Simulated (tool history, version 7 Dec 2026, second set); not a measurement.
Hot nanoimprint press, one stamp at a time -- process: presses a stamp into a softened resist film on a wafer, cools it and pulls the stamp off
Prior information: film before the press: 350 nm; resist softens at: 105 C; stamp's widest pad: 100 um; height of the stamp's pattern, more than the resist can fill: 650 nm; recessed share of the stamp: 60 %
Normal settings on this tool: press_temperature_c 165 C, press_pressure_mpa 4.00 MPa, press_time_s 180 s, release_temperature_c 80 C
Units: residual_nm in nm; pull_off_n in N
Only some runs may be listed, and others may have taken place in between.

| run | day | press_temperature_c | press_pressure_mpa | press_time_s | release_temperature_c | residual_nm | pull_off_n |
|---|---|---|---|---|---|---|---|
| 1 | 0.000 | 165 | 4.00 | 180 | 80 | 163.6 | 291 |
| 2 | 1.325 | 165 | 4.00 | 180 | 80 | 161.9 | 289 |
|  | 2.267 | stamp cleaned and given a new release coat |
| 3 | 2.442 | 165 | 4.00 | 180 | 80 | 160.5 | 168 |
| 4 | 3.433 | 165 | 4.00 | 180 | 80 | 160.8 | 176 |
| 5 | 3.979 | 165 | 4.00 | 297 | 80 | 133.0 | 178 |
| 6 | 5.238 | 165 | 4.00 | 297 | 80 | 131.9 | 184 |
| 7 | 6.367 | 158 | 4.00 | 180 | 80 | 233.7 | 187 |
| 8 | 7.688 | 158 | 4.00 | 180 | 80 | 231.1 | 186 |
|  | 8.125 | press's hydraulic seals changed and the load cell set to zero |
| 9 | 9.208 | 158 | 4.00 | 180 | 80 | 229.2 | 193 |
| 10 | 10.525 | 176 | 4.00 | 180 | 80 | 80.1 | 203 |
|  | 10.704 | plate thermocouple calibrated |
| 11 | 11.242 | 176 | 4.00 | 180 | 80 | 78.5 | 192 |
| 12 | 12.329 | 176 | 4.00 | 180 | 80 | 78.5 | 203 |
| 13 | 13.258 | 176 | 4.00 | 180 | 80 | 78.5 | 203 |
| 14 | 14.025 | 165 | 2.76 | 180 | 80 | 179.4 | 206 |
| 15 | 14.858 | 165 | 4.00 | 180 | 80 | 151.9 | 210 |
|  | 15.196 | plate thermocouple calibrated, once more |
| 16 | 15.558 | 165 | 4.00 | 180 | 80 | 156.5 | 211 |
| 17 | 16.767 | 165 | 4.15 | 180 | 84 | 156.3 | 205 |
| 18 | 17.625 | 177 | 4.15 | 97 | 69 | 98.7 | 270 |
| 19 | 18.321 | 177 | 4.15 | 97 | 69 | 98.7 | 270 |
| 20 | 19.175 | 177 | 4.15 | 97 | 69 | 97.5 | 273 |
| 21 | 20.050 | 165 | 4.34 | 180 | 80 | 150.6 | 233 |
| 22 | 21.021 | 165 | 4.34 | 180 | 80 | 149.2 | 233 |
| 23 | 21.650 | 165 | 4.00 | 246 | 80 | 139.9 | 234 |
| 24 | 22.433 | 165 | 4.00 | 246 | 80 | 138.8 | 245 |
| 25 | 23.200 | 165 | 4.00 | 168 | 80 | 158.3 | 243 |
| 26 | 24.325 | 166 | 5.18 | 120 | 70 | 152.3 | 293 |
| 27 | 25.296 | 165 | 4.00 | 105 | 80 | 188.0 | 238 |
| 28 | 26.017 | 165 | 3.26 | 212 | 80 | 159.9 | 247 |
| 29 | 26.854 | 165 | 3.26 | 212 | 80 | 160.0 | 246 |

Each row is a separate what-if for the run after 29, all from the same tool condition, not one after another. Results?
| A | 27.721 | 165 | 4.58 | 91 | 80 | ? | ? |
| B | 27.721 | 157 | 3.21 | 180 | 80 | ? | ? |
| C | 27.721 | 165 | 4.78 | 212 | 75 | ? | ? |

| run | residual_nm | pull_off_n |
|---|---|---|
| A | 184.9 | 249 |
| B | 250.9 | 257 |
| C | 133.2 | 272 |
The same runs, with their run-to-run variation unchanged, on a tool lacking any hidden condition would have given:
| run | residual_nm | pull_off_n |
|---|---|---|
| A | 193.8 | 170 |
| B | 260.6 | 176 |
| C | 140.7 | 186 |
